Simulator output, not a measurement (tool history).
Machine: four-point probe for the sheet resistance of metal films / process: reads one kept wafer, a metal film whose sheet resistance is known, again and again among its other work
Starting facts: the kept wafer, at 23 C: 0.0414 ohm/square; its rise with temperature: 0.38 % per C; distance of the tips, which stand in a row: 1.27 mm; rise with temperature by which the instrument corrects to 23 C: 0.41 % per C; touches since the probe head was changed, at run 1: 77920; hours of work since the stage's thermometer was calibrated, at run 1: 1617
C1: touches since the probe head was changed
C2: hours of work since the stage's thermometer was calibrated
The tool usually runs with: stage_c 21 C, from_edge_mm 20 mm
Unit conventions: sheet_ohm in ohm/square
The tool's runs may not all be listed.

run 1 day=0 | stage_c=21 from_edge_mm=20 | C1=77920 C2=1617 | sheet_ohm=0.041542
run 2 day=2.829 | stage_c=21 from_edge_mm=20 | C1=80856 C2=1669 | sheet_ohm=0.041518
run 3 day=5.658 | stage_c=21 from_edge_mm=20 | C1=83793 C2=1721 | sheet_ohm=0.04152
run 4 day=7.375 | stage_c=21 from_edge_mm=20 | C1=85578 C2=1752 | sheet_ohm=0.041526
run 5 day=11.088 | stage_c=18 from_edge_mm=20 | C1=89433 C2=1820 | sheet_ohm=0.041573
run 6 day=13.071 | stage_c=27 from_edge_mm=20 | C1=91492 C2=1856 | sheet_ohm=0.041432
run 7 day=15.454 | stage_c=27 from_edge_mm=20 | C1=93968 C2=1900 | sheet_ohm=0.041426
-- day=17.121 stage's thermometer calibrated
run 8 day=18.288 | stage_c=27 from_edge_mm=20 | C1=96886 C2=21 | sheet_ohm=0.041436
run 9 day=21.175 | stage_c=22 from_edge_mm=20 | C1=99886 C2=74 | sheet_ohm=0.041491
run 10 day=23.442 | stage_c=30 from_edge_mm=39 | C1=102237 C2=116 | sheet_ohm=0.041314
run 11 day=26.429 | stage_c=20 from_edge_mm=14 | C1=105342 C2=170 | sheet_ohm=0.041628
run 12 day=29.317 | stage_c=19 from_edge_mm=20 | C1=108338 C2=223 | sheet_ohm=0.041559
run 13 day=31.033 | stage_c=25 from_edge_mm=12 | C1=110123 C2=255 | sheet_ohm=0.041602
run 14 day=34.258 | stage_c=22 from_edge_mm=37 | C1=113468 C2=314 | sheet_ohm=0.041447

Here are 4 independent what-if runs from the current tool condition. What would each one return?
run A day=37.642 | stage_c=23 from_edge_mm=54 | C1=116983 C2=376 | sheet_ohm=?
run B day=37.642 | stage_c=19 from_edge_mm=3 | C1=116983 C2=376 | sheet_ohm=?
run C day=37.642 | stage_c=32 from_edge_mm=8 | C1=116983 C2=376 | sheet_ohm=?
run D day=37.642 | stage_c=20 from_edge_mm=5 | C1=116983 C2=376 | sheet_ohm=?

run=A sheet_ohm=0.04142
run=B sheet_ohm=0.045091
run=C sheet_ohm=0.041823
run=D sheet_ohm=0.042841
Without the tool's hidden state the same runs would have given:
run=A sheet_ohm=0.04142
run=B sheet_ohm=0.04509
run=C sheet_ohm=0.041823
run=D sheet_ohm=0.04284
